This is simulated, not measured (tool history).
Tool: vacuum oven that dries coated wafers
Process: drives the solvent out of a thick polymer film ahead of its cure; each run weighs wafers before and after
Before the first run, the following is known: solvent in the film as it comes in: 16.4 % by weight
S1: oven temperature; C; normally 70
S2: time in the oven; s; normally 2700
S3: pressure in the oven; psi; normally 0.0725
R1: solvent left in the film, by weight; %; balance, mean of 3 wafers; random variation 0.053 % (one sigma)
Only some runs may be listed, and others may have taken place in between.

| run | day | S1 | S2 | S3 | R1 |
|---|---|---|---|---|---|
| 1 | 0 | 70 | 2700 | 0.0725 | 1.64 |
| 2 | 0.475 | 70 | 2700 | 0.0725 | 1.68 |
| 3 | 1.075 | 70 | 2700 | 0.0725 | 1.68 |
| 4 | 1.621 | 70 | 2700 | 0.1271 | 2.23 |
| 5 | 2.342 | 70 | 2700 | 0.1271 | 2.25 |
| 6 | 3.067 | 70 | 2700 | 0.1271 | 2.32 |
| 7 | 3.762 | 70 | 2700 | 0.1271 | 2.2 |
| 8 | 4.179 | 70 | 2700 | 0.1271 | 2.24 |
| 9 | 4.558 | 70 | 2700 | 0.1271 | 2.18 |
| 10 | 5.329 | 79 | 2700 | 0.2213 | 1.78 |
| 11 | 6.021 | 71 | 4200 | 0.0751 | 1.06 |
| 12 | 6.417 | 56 | 2700 | 0.0751 | 6.97 |
| 13 | 7.196 | 70 | 4740 | 0.0751 | 1.04 |
| 14 | 7.625 | 84 | 3480 | 0.0725 | 0.55 |
| 15 | 8.392 | 84 | 3480 | 0.0725 | 0.55 |
| 16 | 8.996 | 78 | 4620 | 0.0725 | 0.53 |
| 17 | 9.521 | 73 | 4620 | 0.0503 | 0.58 |
| 18 | 10.233 | 73 | 4620 | 0.0503 | 0.54 |

Alternative continuations, all from the tool just after run 18; predict every row:
| A | 10.812 | 66 | 2280 | 0.0922 | ? |
| B | 10.812 | 70 | 2700 | 0.24 | ? |
| C | 10.812 | 84 | 1800 | 0.077 | ? |

| run | R1 |
|---|---|
| A | 3.72 |
| B | 3.43 |
| C | 0.58 |
Had the tool no hidden state, the same runs would have come out as:
| run | R1 |
|---|---|
| A | 3.7 |
| B | 3.42 |
| C | 0.58 |
